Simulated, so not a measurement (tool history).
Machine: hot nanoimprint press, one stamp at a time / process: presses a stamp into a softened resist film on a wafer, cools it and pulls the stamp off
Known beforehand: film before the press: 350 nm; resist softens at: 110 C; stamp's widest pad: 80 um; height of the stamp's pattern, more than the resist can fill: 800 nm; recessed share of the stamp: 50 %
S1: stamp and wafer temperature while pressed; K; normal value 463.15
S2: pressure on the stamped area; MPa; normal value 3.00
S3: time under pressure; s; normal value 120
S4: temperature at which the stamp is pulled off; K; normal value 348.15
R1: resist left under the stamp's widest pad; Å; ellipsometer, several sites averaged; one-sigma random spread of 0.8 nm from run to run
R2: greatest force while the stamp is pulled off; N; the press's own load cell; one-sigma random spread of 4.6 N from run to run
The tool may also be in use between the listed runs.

run	hour	S1	S2	S3	S4	R1	R2
1	0.0	463.15	3.00	120	348.15	1539	227
2	51.7	463.15	3.00	120	348.15	1541	219
3	93.0	463.15	3.00	120	348.15	1530	229
4	123.0	463.15	3.00	120	348.15	1542	214
5	148.7	463.15	3.00	120	348.15	1535	230
6	172.3	454.15	3.00	120	348.15	2050	218
# hour 189.7: stamp cleaned and given a new release coat
7	214.8	454.15	3.00	120	348.15	2015	221
8	245.4	463.15	3.00	120	348.15	1526	222
9	268.6	463.15	3.00	120	348.15	1538	215
10	300.5	463.15	3.00	120	340.15	1518	273
11	322.0	463.15	3.00	70	348.15	1838	226
12	368.3	463.15	3.00	70	348.15	1809	220
13	408.6	463.15	3.00	212	348.15	1232	221
14	433.6	463.15	3.00	175	348.15	1319	218
# hour 456.0: plate thermocouple calibrated
15	464.2	463.15	2.77	120	348.15	1575	221
16	488.2	463.15	3.00	189	349.15	1291	217
17	526.0	463.15	3.00	189	349.15	1275	219
18	550.1	463.15	3.00	189	349.15	1279	219
# hour 561.4: press's hydraulic seals changed and the load cell set to zero
19	578.9	463.15	3.00	189	349.15	1275	220
20	603.4	463.15	3.00	86	343.15	1708	246
21	627.8	466.15	3.00	120	348.15	1385	226
22	677.8	454.15	3.20	120	346.15	1949	235
23	728.5	454.15	3.20	120	346.15	1960	229
# hour 760.2: stamp cleaned and given a new release coat
24	778.8	457.15	3.20	120	350.15	1768	213
25	824.9	457.15	3.20	120	350.15	1776	213

What will run 26 give?
26	873.8	457.15	3.20	120	350.15	?	?

Run 26 yielded R1 1750 Å, R2 208 N.
Without the tool's hidden state the same run would have given R1 1786 Å, R2 208 N.
